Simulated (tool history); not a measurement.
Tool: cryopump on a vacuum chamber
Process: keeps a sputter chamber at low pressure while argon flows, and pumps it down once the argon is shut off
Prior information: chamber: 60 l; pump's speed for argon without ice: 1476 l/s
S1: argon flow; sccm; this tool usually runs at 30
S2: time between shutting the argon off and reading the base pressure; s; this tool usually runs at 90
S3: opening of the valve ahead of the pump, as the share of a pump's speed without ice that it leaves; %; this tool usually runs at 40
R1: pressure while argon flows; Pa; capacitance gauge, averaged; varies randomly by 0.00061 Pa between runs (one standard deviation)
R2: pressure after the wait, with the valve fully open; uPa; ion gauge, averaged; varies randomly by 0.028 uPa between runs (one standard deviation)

run,day,S1,S2,S3,R1,R2
1,0.000,30,90,40,0.0919,1.52
2,0.488,30,90,40,0.0929,1.56
3,1.292,30,90,40,0.0935,1.51
4,2.142,30,237,40,0.0930,0.86
5,2.667,30,237,40,0.0926,0.89
6,3.621,30,237,40,0.0930,0.87
7,4.529,30,90,40,0.0935,1.57
8,5.129,30,90,31,0.1199,1.59
9,6.142,30,90,31,0.1195,1.55
10,6.788,30,90,31,0.1193,1.58
11,7.417,30,90,31,0.1197,1.58
12,8.479,25,90,31,0.1003,1.63
13,9.100,30,86,40,0.0956,1.67
14,10.092,25,90,40,0.0799,1.66
15,10.554,25,90,40,0.0797,1.63
# day 11.050: pump warmed up, emptied and cooled again
16,11.400,30,90,25,0.1384,1.49

Branching from run 16: 4 alternative next runs. What would each branch give?
A,12.121,30,64,28,?,?
B,12.121,15,43,28,?,?
C,12.121,30,187,25,?,?
D,12.121,30,107,17,?,?

run,R1,R2
A,0.1233,1.95
B,0.0613,2.76
C,0.1366,0.96
D,0.2020,1.32
The same runs, with their run-to-run variation unchanged, on a tool lacking any hidden condition would have given:
run,R1,R2
A,0.1226,1.72
B,0.0609,2.53
C,0.1359,0.74
D,0.2013,1.10

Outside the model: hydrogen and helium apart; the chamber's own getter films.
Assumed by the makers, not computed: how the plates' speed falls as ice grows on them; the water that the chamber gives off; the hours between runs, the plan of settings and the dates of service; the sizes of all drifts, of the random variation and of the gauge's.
